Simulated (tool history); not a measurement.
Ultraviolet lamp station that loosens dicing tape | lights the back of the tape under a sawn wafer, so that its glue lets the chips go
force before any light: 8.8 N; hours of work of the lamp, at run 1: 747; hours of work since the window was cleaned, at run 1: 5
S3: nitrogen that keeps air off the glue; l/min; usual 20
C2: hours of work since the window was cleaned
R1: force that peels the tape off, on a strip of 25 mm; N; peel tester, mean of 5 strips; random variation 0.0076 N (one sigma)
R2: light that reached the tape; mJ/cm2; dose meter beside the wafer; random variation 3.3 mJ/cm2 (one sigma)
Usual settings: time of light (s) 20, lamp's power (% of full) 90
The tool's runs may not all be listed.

Run 1, hour 0: usual settings; hours of work of the lamp 747; C2 5. Result: R1 0.539 N, R2 369 mJ/cm2.
Run 2, hour 35.9: usual settings; hours of work of the lamp 762; C2 20. Result: R1 0.56 N, R2 370 mJ/cm2.
Run 3, hour 82.1: usual settings but time of light (s) 14; hours of work of the lamp 782; C2 40. Result: R1 1.186 N, R2 252 mJ/cm2.
Run 4, hour 124.2: usual settings but time of light (s) 14; hours of work of the lamp 800; C2 58. Result: R1 1.153 N, R2 249 mJ/cm2.
Run 5, hour 178.3: usual settings; hours of work of the lamp 824; C2 82. Result: R1 0.649 N, R2 348 mJ/cm2.
Run 6, hour 231.8: usual settings; hours of work of the lamp 847; C2 105. Result: R1 0.66 N, R2 340 mJ/cm2.
Run 7, hour 286.4: usual settings; hours of work of the lamp 871; C2 129. Result: R1 0.71 N, R2 328 mJ/cm2.
Run 8, hour 350.1: usual settings; hours of work of the lamp 898; C2 156. Result: R1 0.751 N, R2 321 mJ/cm2.
Run 9, hour 391.6: usual settings; hours of work of the lamp 916; C2 174. Result: R1 0.776 N, R2 308 mJ/cm2.
At hour 416.7: lamp changed.
Run 10, hour 447.6: usual settings but lamp's power (% of full) 98; hours of work of the lamp 13; C2 198. Result: R1 0.302 N, R2 515 mJ/cm2.
Run 11, hour 510.1: usual settings but lamp's power (% of full) 98; hours of work of the lamp 40; C2 225. Result: R1 0.312 N, R2 504 mJ/cm2.
Run 12, hour 552.6: usual settings but lamp's power (% of full) 98; hours of work of the lamp 59; C2 243. Result: R1 0.325 N, R2 492 mJ/cm2.
Run 13, hour 603.3: usual settings but time of light (s) 23; hours of work of the lamp 81; C2 265. Result: R1 0.302 N, R2 507 mJ/cm2.
Run 14, hour 656.9: usual settings but time of light (s) 23; hours of work of the lamp 104; C2 289. Result: R1 0.324 N, R2 490 mJ/cm2.
Run 15, hour 699.8: usual settings but time of light (s) 23; hours of work of the lamp 123; C2 307. Result: R1 0.335 N, R2 482 mJ/cm2.
At hour 709.5: window cleaned of glue's vapour.
Run 16, hour 755: usual settings but time of light (s) 23; hours of work of the lamp 146; C2 20. Result: R1 0.274 N, R2 562 mJ/cm2.
Run 17, hour 789.9: usual settings but time of light (s) 23; hours of work of the lamp 161; C2 35. Result: R1 0.268 N, R2 552 mJ/cm2.
Run 18, hour 825.4: usual settings but time of light (s) 23; hours of work of the lamp 177; C2 50. Result: R1 0.276 N, R2 550 mJ/cm2.
Run 19, hour 881.6: usual settings but time of light (s) 18; hours of work of the lamp 201; C2 74. Result: R1 0.431 N, R2 420 mJ/cm2.
Run 20, hour 941.9: usual settings but time of light (s) 19; hours of work of the lamp 227; C2 101. Result: R1 0.431 N, R2 429 mJ/cm2.
Run 21, hour 967.9: usual settings but time of light (s) 19; hours of work of the lamp 238; C2 112. Result: R1 0.412 N, R2 433 mJ/cm2.
Run 22, hour 1002.3: usual settings but lamp's power (% of full) 69, S3 18 l/min; hours of work of the lamp 253; C2 127. Result: R1 0.694 N, R2 335 mJ/cm2.
Run 23, hour 1051.6: usual settings but time of light (s) 12, lamp's power (% of full) 91, S3 28 l/min; hours of work of the lamp 275; C2 148. Result: R1 0.921 N, R2 262 mJ/cm2.
Run 24, hour 1091.4: usual settings but time of light (s) 12, lamp's power (% of full) 68; hours of work of the lamp 292; C2 165. Result: R1 1.775 N, R2 193 mJ/cm2.
Run 25, hour 1154.1: usual settings but time of light (s) 12, lamp's power (% of full) 68; hours of work of the lamp 319; C2 192. Result: R1 1.909 N, R2 192 mJ/cm2.
Run 26, hour 1185: usual settings but time of light (s) 12, lamp's power (% of full) 68; hours of work of the lamp 332; C2 206. Result: R1 1.952 N, R2 186 mJ/cm2.
Run 27, hour 1227.7: usual settings but time of light (s) 12, lamp's power (% of full) 68; hours of work of the lamp 351; C2 224. Result: R1 1.983 N, R2 184 mJ/cm2.
Run 28, hour 1288.4: usual settings but time of light (s) 27, lamp's power (% of full) 68; hours of work of the lamp 377; C2 251. Result: R1 0.471 N, R2 401 mJ/cm2.
Run 29, hour 1334.7: usual settings but time of light (s) 27, lamp's power (% of full) 68; hours of work of the lamp 397; C2 271. Result: R1 0.499 N, R2 391 mJ/cm2.
Run 30, hour 1390: usual settings but time of light (s) 15, lamp's power (% of full) 93, S3 7 l/min; hours of work of the lamp 421; C2 295. Result: R1 1.59 N, R2 289 mJ/cm2.
Run 31, hour 1420.9: usual settings but lamp's power (% of full) 73, S3 7 l/min; hours of work of the lamp 435; C2 308. Result: R1 1.562 N, R2 293 mJ/cm2.
At hour 1430.2: window cleaned of glue's vapour.
Run 32, hour 1467: usual settings but lamp's power (% of full) 73, S3 7 l/min; hours of work of the lamp 454; C2 16. Result: R1 1.166 N, R2 354 mJ/cm2.
Run 33, hour 1514.1: usual settings but lamp's power (% of full) 79, S3 7 l/min; hours of work of the lamp 475; C2 36. Result: R1 1.02 N, R2 374 mJ/cm2.
Run 34, hour 1573.9: usual settings but time of light (s) 30, lamp's power (% of full) 88, S3 22 l/min; hours of work of the lamp 501; C2 62. Result: R1 0.234 N, R2 602 mJ/cm2.
Run 35, hour 1605.4: usual settings but time of light (s) 30, lamp's power (% of full) 88, S3 22 l/min; hours of work of the lamp 514; C2 76. Result: R1 0.239 N, R2 603 mJ/cm2.
Run 36, hour 1656.3: usual settings but time of light (s) 30, lamp's power (% of full) 88, S3 22 l/min; hours of work of the lamp 536; C2 98. Result: R1 0.251 N, R2 591 mJ/cm2.
Run 37, hour 1705.7: usual settings but time of light (s) 21, lamp's power (% of full) 69, S3 8 l/min; hours of work of the lamp 558; C2 119. Result: R1 1.326 N, R2 314 mJ/cm2.
Run 38, hour 1764.4: usual settings but time of light (s) 37, lamp's power (% of full) 72, S3 10 l/min; hours of work of the lamp 583; C2 145. Result: R1 0.364 N, R2 562 mJ/cm2.
Run 39, hour 1797.5: usual settings but time of light (s) 37, lamp's power (% of full) 72, S3 10 l/min; hours of work of the lamp 597; C2 159. Result: R1 0.391 N, R2 556 mJ/cm2.
Run 40, hour 1838.2: usual settings but time of light (s) 35, S3 27 l/min; hours of work of the lamp 615; C2 177. Result: R1 0.218 N, R2 639 mJ/cm2.
Run 41, hour 1867.5: usual settings but time of light (s) 13, lamp's power (% of full) 78, S3 7 l/min; hours of work of the lamp 628; C2 189. Result: R1 2.678 N, R2 199 mJ/cm2.
Run 42, hour 1906.6: usual settings but lamp's power (% of full) 62, S3 33 l/min; hours of work of the lamp 645; C2 206. Result: R1 1.007 N, R2 246 mJ/cm2.

Forecast each of these 4 alternatives for the next run:
Run A, hour 1967.3: usual settings but time of light (s) 32; hours of work of the lamp 671; C2 233. Result: R1 ?, R2 ?.
Run B, hour 1967.3: usual settings but time of light (s) 35, lamp's power (% of full) 67, S3 11 l/min; hours of work of the lamp 671; C2 233. Result: R1 ?, R2 ?.
Run C, hour 1967.3: usual settings but S3 11 l/min; hours of work of the lamp 671; C2 233. Result: R1 ?, R2 ?.
Run D, hour 1967.3: usual settings but time of light (s) 31, lamp's power (% of full) 84, S3 16 l/min; hours of work of the lamp 671; C2 233. Result: R1 ?, R2 ?.

run     R1   R2
  A  0.257  559
  B  0.536  455
  C  0.909  349
  D  0.342  503
Without the tool's hidden state the same runs would have given:
run     R1   R2
  A   0.19  858
  B  0.256  697
  C  0.389  534
  D  0.209  771
